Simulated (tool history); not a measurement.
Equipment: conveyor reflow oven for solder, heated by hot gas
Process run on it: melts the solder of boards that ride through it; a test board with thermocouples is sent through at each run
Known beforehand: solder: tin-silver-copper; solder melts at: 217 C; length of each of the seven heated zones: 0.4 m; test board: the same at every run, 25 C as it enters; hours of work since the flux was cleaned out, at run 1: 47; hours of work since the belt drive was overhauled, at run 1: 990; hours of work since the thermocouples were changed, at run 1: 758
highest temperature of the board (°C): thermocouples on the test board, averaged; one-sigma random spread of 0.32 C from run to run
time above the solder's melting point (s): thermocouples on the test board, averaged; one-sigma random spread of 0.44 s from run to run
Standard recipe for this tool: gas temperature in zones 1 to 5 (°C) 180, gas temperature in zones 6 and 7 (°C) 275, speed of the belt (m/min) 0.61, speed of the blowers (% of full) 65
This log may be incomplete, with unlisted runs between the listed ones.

run   hour  gas temperature in zones 1 to 5 (°C)  gas temperature in zones 6 and 7 (°C)  speed of the belt (m/min)  speed of the blowers (% of full)  hours of work since the flux was cleaned out  hours of work since the belt drive was overhauled  hours of work since the thermocouples were changed  highest temperature of the board (°C)  time above the solder's melting point (s)
  1      0                                   180                                    275                       0.61                                65                                            47                                                990                                                 758                                  261.8                                         69
       6.4  -- belt drive overhauled, speed set with a stopwatch
  2   27.8                                   180                                    275                       0.61                                65                                            59                                                 11                                                 771                                  260.9                                       65.5
  3   48.9                                   180                                    275                       0.61                                65                                            70                                                 22                                                 782                                  260.3                                       66.5
  4   80.3                                   180                                    275                       0.61                                65                                            86                                                 38                                                 798                                  260.7                                       66.3
  5    105                                   180                                    275                       0.61                                65                                            99                                                 51                                                 811                                  260.1                                         66
  6  141.2                                   180                                    275                       0.61                                65                                           118                                                 70                                                 829                                  261.3                                       67.2
  7  161.4                                   180                                    275                       0.61                                65                                           128                                                 80                                                 840                                  260.2                                       66.2
  8  206.5                                   180                                    275                       0.61                                65                                           152                                                104                                                 863                                  259.6                                       66.8
  9  252.1                                   180                                    275                       0.61                                65                                           175                                                127                                                 887                                    260                                       66.1
 10  295.9                                   180                                    275                       0.61                                65                                           198                                                150                                                 909                                  260.2                                       66.6
 11  328.6                                   184                                    283                       0.61                                65                                           215                                                167                                                 926                                  267.9                                       71.7
     367.6  -- flux residue cleaned out of gas plates and filters
 12  375.4                                   192                                    283                      0.652                                58                                             4                                                188                                                 948                                  265.8                                       68.5
 13  407.9                                   182                                    277                       0.61                                65                                            21                                                205                                                 965                                  263.1                                       69.1

The next listed run, before its measurement:
 14  448.7                                   182                                    277                      0.608                                65                                            42                                                226                                                 986                                      ?                                          ?

{"run 14": {"highest temperature of the board (°C)": 263.4, "time above the solder's melting point (s)": 69.1}}
On a tool with no hidden condition, and with the same random variation, this run would have come out at highest temperature of the board (°C) 261.5, time above the solder's melting point (s) 67.8.
